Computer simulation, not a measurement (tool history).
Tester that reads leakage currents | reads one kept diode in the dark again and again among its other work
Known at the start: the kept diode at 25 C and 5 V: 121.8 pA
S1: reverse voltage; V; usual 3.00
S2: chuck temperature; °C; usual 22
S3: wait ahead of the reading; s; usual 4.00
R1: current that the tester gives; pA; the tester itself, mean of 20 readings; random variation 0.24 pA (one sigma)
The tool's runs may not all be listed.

run,hour,S1,S2,S3,R1
1,0.0,3.00,22,4.00,78.53
2,81.0,3.00,22,1.38,78.88
3,214.5,3.00,22,1.38,79.27
4,363.0,3.00,22,1.38,79.51
# hour 419.4: probe card cleaned and baked
5,433.5,3.00,22,1.38,79.36
# hour 465.6: chuck's temperature calibrated
6,524.3,3.00,38,4.00,283.07
7,608.3,3.00,22,0.79,79.53
8,740.5,3.00,22,0.79,79.41
9,876.5,1.56,22,4.00,61.27
10,942.2,1.56,22,4.00,61.59
11,1027.0,1.56,22,4.00,61.61
12,1134.1,1.56,22,4.00,61.84
13,1280.7,3.00,56,6.79,1025.27
14,1351.7,3.00,31,6.79,164.65
15,1445.1,3.00,31,6.79,164.21
16,1573.0,19.63,26,4.17,221.37
17,1651.6,19.63,26,4.17,222.23
18,1727.8,3.36,29,2.52,145.92
19,1846.4,9.54,37,2.52,403.36
20,1952.9,2.51,31,3.64,153.95
21,2077.3,2.51,31,3.64,154.29

Forecast each of these 4 alternatives for the next run:
A,2193.8,12.75,48,8.77,?
B,2193.8,2.51,24,3.64,?
C,2193.8,1.92,22,1.07,?
D,2193.8,3.00,44,4.00,?

run,R1
A,1005.94
B,86.98
C,66.91
D,441.42
Without the tool's hidden state the same runs would have given:
run,R1
A,1004.61
B,86.85
C,66.80
D,440.83
